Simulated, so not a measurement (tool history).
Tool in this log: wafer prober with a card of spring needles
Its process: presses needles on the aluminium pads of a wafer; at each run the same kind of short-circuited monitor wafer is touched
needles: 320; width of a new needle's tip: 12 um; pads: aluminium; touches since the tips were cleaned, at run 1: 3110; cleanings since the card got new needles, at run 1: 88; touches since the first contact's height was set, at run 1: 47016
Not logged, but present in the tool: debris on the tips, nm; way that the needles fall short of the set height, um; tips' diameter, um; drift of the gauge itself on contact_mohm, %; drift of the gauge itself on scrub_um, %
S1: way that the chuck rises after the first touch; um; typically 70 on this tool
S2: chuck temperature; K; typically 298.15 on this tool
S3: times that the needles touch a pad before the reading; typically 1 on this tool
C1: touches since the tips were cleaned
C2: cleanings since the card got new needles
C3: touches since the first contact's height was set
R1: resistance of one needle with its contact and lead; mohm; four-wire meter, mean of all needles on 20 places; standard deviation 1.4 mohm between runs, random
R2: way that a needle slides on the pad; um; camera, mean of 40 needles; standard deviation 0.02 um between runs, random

{"run": 1, "hour": 0.0, "S1": 70, "S2": 298.15, "S3": 1, "C1": 3110, "C2": 88, "C3": 47016, "R1": 128, "R2": 8.64}
{"hour": 10.0, "done": "tips cleaned on abrasive film"}
{"hour": 29.2, "done": "tips cleaned on abrasive film"}
{"hour": 48.4, "done": "tips cleaned on abrasive film"}
{"run": 2, "hour": 59.8, "S1": 70, "S2": 298.15, "S3": 1, "C1": 4343, "C2": 91, "C3": 69564, "R1": 127, "R2": 8.68}
{"hour": 68.2, "done": "tips cleaned on abrasive film"}
{"hour": 87.7, "done": "tips cleaned on abrasive film"}
{"run": 3, "hour": 94.9, "S1": 70, "S2": 298.15, "S3": 1, "C1": 2757, "C2": 93, "C3": 82798, "R1": 128, "R2": 8.69}
{"hour": 106.1, "done": "tips cleaned on abrasive film"}
{"hour": 122.8, "done": "tips cleaned on abrasive film"}
{"hour": 140.2, "done": "tips cleaned on abrasive film"}
{"run": 4, "hour": 149.5, "S1": 70, "S2": 298.15, "S3": 2, "C1": 3544, "C2": 96, "C3": 103366, "R1": 130, "R2": 8.7}
{"hour": 160.1, "done": "tips cleaned on abrasive film"}
{"hour": 179.7, "done": "tips cleaned on abrasive film"}
{"hour": 199.4, "done": "tips cleaned on abrasive film"}
{"run": 5, "hour": 208.6, "S1": 70, "S2": 298.15, "S3": 1, "C1": 3484, "C2": 99, "C3": 125631, "R1": 127, "R2": 8.74}
{"hour": 218.4, "done": "tips cleaned on abrasive film"}
{"hour": 237.5, "done": "tips cleaned on abrasive film"}
{"run": 6, "hour": 250.3, "S1": 70, "S2": 298.15, "S3": 1, "C1": 4854, "C2": 101, "C3": 141339, "R1": 130, "R2": 8.73}
{"hour": 254.5, "done": "tips cleaned on abrasive film"}
{"hour": 273.7, "done": "tips cleaned on abrasive film"}
{"hour": 293.6, "done": "tips cleaned on abrasive film"}
{"run": 7, "hour": 308.7, "S1": 70, "S2": 329.15, "S3": 1, "C1": 5724, "C2": 104, "C3": 163378, "R1": 130, "R2": 8.69}
{"hour": 312.9, "done": "tips cleaned on abrasive film"}
{"hour": 331.8, "done": "tips cleaned on abrasive film"}
{"run": 8, "hour": 340.3, "S1": 70, "S2": 381.15, "S3": 1, "C1": 3237, "C2": 106, "C3": 175269, "R1": 142, "R2": 8.74}
{"hour": 351.6, "done": "tips cleaned on abrasive film"}
{"hour": 368.5, "done": "tips cleaned on abrasive film"}
{"hour": 386.4, "done": "tips cleaned on abrasive film"}
{"run": 9, "hour": 391.4, "S1": 70, "S2": 384.15, "S3": 3, "C1": 1896, "C2": 109, "C3": 194519, "R1": 145, "R2": 8.71}
{"hour": 406.9, "done": "tips cleaned on abrasive film"}
{"hour": 420.1, "done": "height of the first contact set anew"}
{"hour": 424.1, "done": "tips cleaned on abrasive film"}
{"run": 10, "hour": 425.6, "S1": 67, "S2": 375.15, "S3": 3, "C1": 559, "C2": 111, "C3": 2067, "R1": 141, "R2": 8.33}
{"hour": 444.2, "done": "tips cleaned on abrasive film"}
{"hour": 464.4, "done": "tips cleaned on abrasive film"}
{"hour": 481.5, "done": "tips cleaned on abrasive film"}
{"run": 11, "hour": 481.5, "S1": 77, "S2": 332.15, "S3": 1, "C1": 0, "C2": 114, "C3": 23142, "R1": 134, "R2": 9.67}

The next listed run, before its measurement:
{"hour": 499.0, "done": "tips cleaned on abrasive film"}
{"hour": 519.1, "done": "tips cleaned on abrasive film"}
{"hour": 536.6, "done": "tips cleaned on abrasive film"}
{"run": 12, "hour": 540.7, "S1": 77, "S2": 332.15, "S3": 1, "C1": 1568, "C2": 117, "C3": 45443, "R1": "?", "R2": "?"}

Run 12 yielded R1 131 mohm, R2 9.62 um.
With the hidden condition absent and the run-to-run variation left alone, this run would have shown R1 131 mohm, R2 9.54 um.
